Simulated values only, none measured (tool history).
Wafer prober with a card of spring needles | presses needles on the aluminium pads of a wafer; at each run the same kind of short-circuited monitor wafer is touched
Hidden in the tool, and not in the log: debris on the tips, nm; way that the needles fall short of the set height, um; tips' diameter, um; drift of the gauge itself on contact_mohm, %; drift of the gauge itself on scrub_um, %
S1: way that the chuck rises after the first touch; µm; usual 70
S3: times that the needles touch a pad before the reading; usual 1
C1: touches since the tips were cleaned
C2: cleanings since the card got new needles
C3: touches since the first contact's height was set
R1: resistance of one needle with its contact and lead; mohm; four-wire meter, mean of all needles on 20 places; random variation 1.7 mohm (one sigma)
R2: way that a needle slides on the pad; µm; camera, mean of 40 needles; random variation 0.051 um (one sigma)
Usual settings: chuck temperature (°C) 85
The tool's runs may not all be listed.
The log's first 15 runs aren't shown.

{"run": 16, "day": 4.533, "S1": 69, "chuck temperature (°C)": 85, "S3": 1, "C1": 1961, "C2": 11, "C3": 68932, "R1": 178, "R2": 18.48}
{"run": 17, "day": 4.717, "S1": 71, "chuck temperature (°C)": 85, "S3": 1, "C1": 3144, "C2": 11, "C3": 70115, "R1": 178, "R2": 19.04}
{"run": 18, "day": 5.012, "S1": 51, "chuck temperature (°C)": 38, "S3": 2, "C1": 5029, "C2": 11, "C3": 72000, "R1": 176, "R2": 13.7}
{"day": 5.071, "done": "tips cleaned on abrasive film"}
{"run": 19, "day": 5.292, "S1": 70, "chuck temperature (°C)": 64, "S3": 1, "C1": 1398, "C2": 12, "C3": 73750, "R1": 172, "R2": 18.76}
{"run": 20, "day": 5.675, "S1": 51, "chuck temperature (°C)": 38, "S3": 2, "C1": 3857, "C2": 12, "C3": 76209, "R1": 175, "R2": 13.66}
{"day": 5.921, "done": "tips cleaned on abrasive film"}
{"run": 21, "day": 6.079, "S1": 70, "chuck temperature (°C)": 32, "S3": 3, "C1": 1010, "C2": 13, "C3": 78772, "R1": 168, "R2": 18.85}
{"run": 22, "day": 6.358, "S1": 60, "chuck temperature (°C)": 80, "S3": 1, "C1": 2817, "C2": 13, "C3": 80579, "R1": 179, "R2": 16.15}
{"run": 23, "day": 6.567, "S1": 66, "chuck temperature (°C)": 26, "S3": 1, "C1": 4144, "C2": 13, "C3": 81906, "R1": 169, "R2": 17.73}
{"day": 6.762, "done": "tips cleaned on abrasive film"}
{"run": 24, "day": 6.804, "S1": 66, "chuck temperature (°C)": 26, "S3": 1, "C1": 286, "C2": 14, "C3": 83413, "R1": 171, "R2": 17.67}
{"run": 25, "day": 6.979, "S1": 70, "chuck temperature (°C)": 107, "S3": 1, "C1": 1408, "C2": 14, "C3": 84535, "R1": 185, "R2": 18.72}
{"run": 26, "day": 7.396, "S1": 58, "chuck temperature (°C)": 92, "S3": 3, "C1": 4075, "C2": 14, "C3": 87202, "R1": 187, "R2": 15.61}
{"run": 27, "day": 7.583, "S1": 83, "chuck temperature (°C)": 66, "S3": 1, "C1": 5256, "C2": 14, "C3": 88383, "R1": 172, "R2": 22.21}
{"day": 7.604, "done": "tips cleaned on abrasive film"}
{"run": 28, "day": 7.854, "S1": 83, "chuck temperature (°C)": 66, "S3": 1, "C1": 1596, "C2": 15, "C3": 90099, "R1": 172, "R2": 22.21}
{"run": 29, "day": 8.225, "S1": 70, "chuck temperature (°C)": 86, "S3": 1, "C1": 3977, "C2": 15, "C3": 92480, "R1": 180, "R2": 18.78}

The next listed run, before its measurement:
{"day": 8.471, "done": "tips cleaned on abrasive film"}
{"run": 30, "day": 8.567, "S1": 53, "chuck temperature (°C)": 77, "S3": 2, "C1": 600, "C2": 16, "C3": 94644, "R1": "?", "R2": "?"}

{"run 30": {"R1": 183, "R2": 14.17}}
Without the tool's hidden state the same run would have given R1 183 mohm, R2 14.17 µm.
